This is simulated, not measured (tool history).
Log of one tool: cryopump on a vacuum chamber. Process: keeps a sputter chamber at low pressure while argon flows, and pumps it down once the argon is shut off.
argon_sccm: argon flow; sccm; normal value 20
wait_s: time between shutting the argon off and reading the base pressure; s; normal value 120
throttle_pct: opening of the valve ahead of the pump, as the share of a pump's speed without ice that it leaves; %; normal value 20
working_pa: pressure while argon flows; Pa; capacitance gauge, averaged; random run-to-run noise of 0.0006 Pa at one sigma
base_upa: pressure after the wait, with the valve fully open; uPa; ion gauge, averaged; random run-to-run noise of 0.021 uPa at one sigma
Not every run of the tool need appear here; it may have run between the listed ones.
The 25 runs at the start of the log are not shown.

run,hour,argon_sccm,wait_s,throttle_pct,hours of work since the pump was warmed up and emptied,hours of work since the cold head was overhauled,hours of work since the chamber's fittings were tightened,working_pa,base_upa
26,794.6,20,122,20,133,1348,2158,0.0836,1.13
27,829.9,20,122,42,160,1375,2185,0.0414,1.19
28,852.2,20,120,40,177,1392,2202,0.0429,1.25
29,894.2,13,93,27,209,1424,2234,0.0408,1.33
30,918.3,12,45,46,228,1443,2253,0.0225,1.68
31,957.6,8,45,46,258,1473,2283,0.0156,1.70
32,983.3,8,45,46,278,1493,2303,0.0155,1.84
33,1010.1,27,294,34,299,1514,2324,0.0701,1.16

Branching from run 33: 5 alternative next runs. What would each branch give?
A,1039.4,20,120,36,321,1536,2346,?,?
B,1039.4,23,23,26,321,1536,2346,?,?
C,1039.4,27,294,59,321,1536,2346,?,?
D,1039.4,33,29,45,321,1536,2346,?,?
E,1039.4,27,60,56,321,1536,2346,?,?

run,working_pa,base_upa
A,0.0504,1.35
B,0.0772,2.55
C,0.0444,1.21
D,0.0674,2.26
E,0.0461,1.64
Had the tool no hidden state, the same runs would have come out as:
run,working_pa,base_upa
A,0.0451,0.40
B,0.0711,1.59
C,0.0373,0.27
D,0.0588,1.30
E,0.0390,0.68

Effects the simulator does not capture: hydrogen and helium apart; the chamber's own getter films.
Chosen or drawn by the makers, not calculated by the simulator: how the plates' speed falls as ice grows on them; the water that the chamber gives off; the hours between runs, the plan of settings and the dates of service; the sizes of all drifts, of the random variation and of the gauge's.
